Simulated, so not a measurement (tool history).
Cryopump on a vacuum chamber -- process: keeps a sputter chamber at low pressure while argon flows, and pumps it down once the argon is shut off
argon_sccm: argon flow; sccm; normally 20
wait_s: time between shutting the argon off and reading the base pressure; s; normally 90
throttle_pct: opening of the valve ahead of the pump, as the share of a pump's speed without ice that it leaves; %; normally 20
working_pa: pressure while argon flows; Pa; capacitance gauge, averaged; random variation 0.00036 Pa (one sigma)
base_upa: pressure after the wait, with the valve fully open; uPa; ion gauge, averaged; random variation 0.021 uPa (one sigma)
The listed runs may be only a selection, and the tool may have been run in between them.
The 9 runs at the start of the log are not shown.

| run | hour | argon_sccm | wait_s | throttle_pct | hours of work since the pump was warmed up and emptied | hours of work since the cold head was overhauled | hours of work since the chamber's fittings were tightened | working_pa | base_upa |
|---|---|---|---|---|---|---|---|---|---|
| 10 | 762.6 | 20 | 90 | 20 | 320 | 2718 | 989 | 0.0714 | 1.06 |
| 11 | 845 | 20 | 29 | 20 | 389 | 2786 | 1058 | 0.0718 | 1.81 |
| 12 | 914.6 | 34 | 90 | 20 | 447 | 2844 | 1116 | 0.1224 | 1.17 |
| 13 | 958.1 | 20 | 90 | 20 | 483 | 2880 | 1152 | 0.0717 | 1.16 |
| 14 | 1011 | 20 | 90 | 20 | 527 | 2924 | 1196 | 0.0719 | 1.21 |
|  | 1025.9 | pump warmed up, emptied and cooled again |
| 15 | 1092 | 20 | 90 | 20 | 55 | 2987 | 1259 | 0.0694 | 1.1 |
| 16 | 1142.5 | 20 | 90 | 27 | 97 | 3029 | 1301 | 0.0522 | 1.22 |
| 17 | 1191.3 | 20 | 90 | 16 | 138 | 3070 | 1341 | 0.0875 | 1.22 |
| 18 | 1258.6 | 9 | 174 | 57 | 193 | 3126 | 1397 | 0.0123 | 1.13 |
| 19 | 1317.3 | 17 | 44 | 20 | 242 | 3175 | 1446 | 0.06 | 1.6 |
| 20 | 1423.6 | 31 | 64 | 25 | 331 | 3263 | 1534 | 0.0891 | 1.52 |
| 21 | 1470.9 | 31 | 64 | 25 | 370 | 3302 | 1574 | 0.0891 | 1.54 |
| 22 | 1541.4 | 12 | 110 | 35 | 428 | 3361 | 1632 | 0.0254 | 1.45 |
| 23 | 1627.8 | 26 | 80 | 55 | 500 | 3433 | 1704 | 0.0359 | 1.59 |
|  | 1679.7 | pump warmed up, emptied and cooled again |
| 24 | 1724.6 | 8 | 33 | 16 | 37 | 3509 | 1780 | 0.0347 | 2.01 |
| 25 | 1812.1 | 25 | 122 | 16 | 110 | 3582 | 1853 | 0.1097 | 1.38 |
|  | 1914.2 | leaking fittings of the chamber tightened, without venting |
| 26 | 1918.3 | 25 | 122 | 16 | 197 | 3668 | 3 | 0.1099 | 0.42 |
| 27 | 1985.1 | 17 | 75 | 25 | 252 | 3724 | 59 | 0.049 | 0.57 |
| 28 | 2049.6 | 17 | 75 | 25 | 306 | 3777 | 113 | 0.0491 | 0.56 |
| 29 | 2154.5 | 17 | 134 | 29 | 393 | 3865 | 200 | 0.042 | 0.48 |
| 30 | 2203.5 | 37 | 61 | 49 | 434 | 3905 | 240 | 0.058 | 0.82 |
| 31 | 2307.7 | 17 | 151 | 49 | 520 | 3992 | 327 | 0.0263 | 0.6 |
|  | 2331.4 | pump warmed up, emptied and cooled again |
| 32 | 2395.5 | 14 | 166 | 20 | 53 | 4061 | 396 | 0.0492 | 0.58 |
| 33 | 2497.6 | 14 | 166 | 20 | 138 | 4146 | 481 | 0.0494 | 0.61 |

Each row is a separate what-if for the run after 33, all from the same tool condition, not one after another. Results?
| A | 2595.6 | 21 | 90 | 33 | 220 | 4227 | 562 | ? | ? |
| B | 2595.6 | 11 | 41 | 23 | 220 | 4227 | 562 | ? | ? |
| C | 2595.6 | 14 | 43 | 26 | 220 | 4227 | 562 | ? | ? |
| D | 2595.6 | 35 | 166 | 20 | 220 | 4227 | 562 | ? | ? |

| run | working_pa | base_upa |
|---|---|---|
| A | 0.046 | 0.77 |
| B | 0.0338 | 1.2 |
| C | 0.0389 | 1.2 |
| D | 0.1241 | 0.67 |
Had the tool no hidden state, the same runs would have come out as:
| run | working_pa | base_upa |
|---|---|---|
| A | 0.0444 | 0.42 |
| B | 0.0329 | 0.84 |
| C | 0.0378 | 0.84 |
| D | 0.1214 | 0.31 |
